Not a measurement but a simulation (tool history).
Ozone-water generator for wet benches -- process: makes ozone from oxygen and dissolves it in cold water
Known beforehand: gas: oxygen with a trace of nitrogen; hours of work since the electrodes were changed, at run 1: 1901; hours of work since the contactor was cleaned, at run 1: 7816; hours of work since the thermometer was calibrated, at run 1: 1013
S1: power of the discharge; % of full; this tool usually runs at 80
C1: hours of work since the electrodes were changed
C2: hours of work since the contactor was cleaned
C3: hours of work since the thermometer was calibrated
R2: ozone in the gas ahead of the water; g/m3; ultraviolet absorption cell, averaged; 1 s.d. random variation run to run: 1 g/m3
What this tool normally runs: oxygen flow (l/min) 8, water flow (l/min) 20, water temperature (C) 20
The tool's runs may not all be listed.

{"run": 1, "hour": 0.0, "S1": 80, "oxygen flow (l/min)": 8, "water flow (l/min)": 20, "water temperature (C)": 20, "C1": 1901, "C2": 7816, "C3": 1013, "dissolved ozone (ppm)": 24.2, "R2": 171.8}
{"run": 2, "hour": 46.1, "S1": 80, "oxygen flow (l/min)": 8, "water flow (l/min)": 20, "water temperature (C)": 19, "C1": 1938, "C2": 7853, "C3": 1050, "dissolved ozone (ppm)": 24.8, "R2": 170.5}
{"run": 3, "hour": 94.2, "S1": 80, "oxygen flow (l/min)": 8, "water flow (l/min)": 20, "water temperature (C)": 22, "C1": 1976, "C2": 7891, "C3": 1088, "dissolved ozone (ppm)": 23.2, "R2": 170.2}
{"run": 4, "hour": 134.0, "S1": 80, "oxygen flow (l/min)": 8, "water flow (l/min)": 20, "water temperature (C)": 22, "C1": 2008, "C2": 7923, "C3": 1120, "dissolved ozone (ppm)": 23.5, "R2": 169.1}
{"run": 5, "hour": 169.3, "S1": 80, "oxygen flow (l/min)": 8, "water flow (l/min)": 20, "water temperature (C)": 22, "C1": 2036, "C2": 7952, "C3": 1148, "dissolved ozone (ppm)": 23.3, "R2": 171.4}
{"run": 6, "hour": 205.0, "S1": 47, "oxygen flow (l/min)": 8, "water flow (l/min)": 20, "water temperature (C)": 22, "C1": 2065, "C2": 7980, "C3": 1177, "dissolved ozone (ppm)": 16.7, "R2": 123.1}
{"run": 7, "hour": 269.3, "S1": 47, "oxygen flow (l/min)": 8, "water flow (l/min)": 20, "water temperature (C)": 22, "C1": 2116, "C2": 8032, "C3": 1229, "dissolved ozone (ppm)": 16.6, "R2": 121.5}
{"run": 8, "hour": 311.3, "S1": 47, "oxygen flow (l/min)": 8, "water flow (l/min)": 20, "water temperature (C)": 22, "C1": 2150, "C2": 8065, "C3": 1262, "dissolved ozone (ppm)": 16.6, "R2": 122.9}
{"run": 9, "hour": 346.4, "S1": 47, "oxygen flow (l/min)": 8, "water flow (l/min)": 20, "water temperature (C)": 22, "C1": 2178, "C2": 8094, "C3": 1290, "dissolved ozone (ppm)": 16.7, "R2": 121.9}
{"run": 10, "hour": 393.4, "S1": 47, "oxygen flow (l/min)": 8, "water flow (l/min)": 20, "water temperature (C)": 22, "C1": 2216, "C2": 8131, "C3": 1328, "dissolved ozone (ppm)": 16.6, "R2": 122.4}
{"run": 11, "hour": 449.6, "S1": 90, "oxygen flow (l/min)": 8, "water flow (l/min)": 20, "water temperature (C)": 22, "C1": 2261, "C2": 8176, "C3": 1373, "dissolved ozone (ppm)": 24.9, "R2": 185.3}
{"run": 12, "hour": 507.3, "S1": 90, "oxygen flow (l/min)": 8, "water flow (l/min)": 20, "water temperature (C)": 22, "C1": 2307, "C2": 8222, "C3": 1419, "dissolved ozone (ppm)": 25, "R2": 185}
{"hour": 514.3, "done": "contactor cleaned"}
{"run": 13, "hour": 558.2, "S1": 90, "oxygen flow (l/min)": 8, "water flow (l/min)": 20, "water temperature (C)": 12, "C1": 2345, "C2": 35, "C3": 1457, "dissolved ozone (ppm)": 29.2, "R2": 183.3}
{"run": 14, "hour": 608.5, "S1": 90, "oxygen flow (l/min)": 8, "water flow (l/min)": 20, "water temperature (C)": 12, "C1": 2385, "C2": 75, "C3": 1497, "dissolved ozone (ppm)": 29.4, "R2": 183.6}
{"run": 15, "hour": 642.7, "S1": 90, "oxygen flow (l/min)": 8, "water flow (l/min)": 20, "water temperature (C)": 12, "C1": 2412, "C2": 103, "C3": 1525, "dissolved ozone (ppm)": 29.2, "R2": 183}
{"run": 16, "hour": 680.5, "S1": 45, "oxygen flow (l/min)": 8, "water flow (l/min)": 20, "water temperature (C)": 20, "C1": 2443, "C2": 133, "C3": 1555, "dissolved ozone (ppm)": 16.4, "R2": 119.1}
{"run": 17, "hour": 714.2, "S1": 80, "oxygen flow (l/min)": 12.39, "water flow (l/min)": 20, "water temperature (C)": 20, "C1": 2470, "C2": 160, "C3": 1582, "dissolved ozone (ppm)": 20.3, "R2": 124}
{"run": 18, "hour": 780.8, "S1": 80, "oxygen flow (l/min)": 12.39, "water flow (l/min)": 20, "water temperature (C)": 20, "C1": 2523, "C2": 214, "C3": 1635, "dissolved ozone (ppm)": 20.2, "R2": 126.1}
{"run": 19, "hour": 835.5, "S1": 80, "oxygen flow (l/min)": 12.39, "water flow (l/min)": 20, "water temperature (C)": 20, "C1": 2567, "C2": 257, "C3": 1679, "dissolved ozone (ppm)": 20.5, "R2": 124.4}
{"hour": 876.3, "done": "contactor cleaned, once more"}
{"run": 20, "hour": 876.3, "S1": 80, "oxygen flow (l/min)": 8, "water flow (l/min)": 20, "water temperature (C)": 15, "C1": 2596, "C2": 0, "C3": 1709, "dissolved ozone (ppm)": 26.7, "R2": 168.4}

What will run 21 give?
{"run": 21, "hour": 940.6, "S1": 80, "oxygen flow (l/min)": 10.38, "water flow (l/min)": 20, "water temperature (C)": 20, "C1": 2648, "C2": 52, "C3": 1760, "dissolved ozone (ppm)": "?", "R2": "?"}

Run 21 came out at dissolved ozone (ppm) 22.6, R2 141.8 g/m3.
Without the tool's hidden state the same run would have given dissolved ozone (ppm) 23.7, R2 148.2 g/m3.

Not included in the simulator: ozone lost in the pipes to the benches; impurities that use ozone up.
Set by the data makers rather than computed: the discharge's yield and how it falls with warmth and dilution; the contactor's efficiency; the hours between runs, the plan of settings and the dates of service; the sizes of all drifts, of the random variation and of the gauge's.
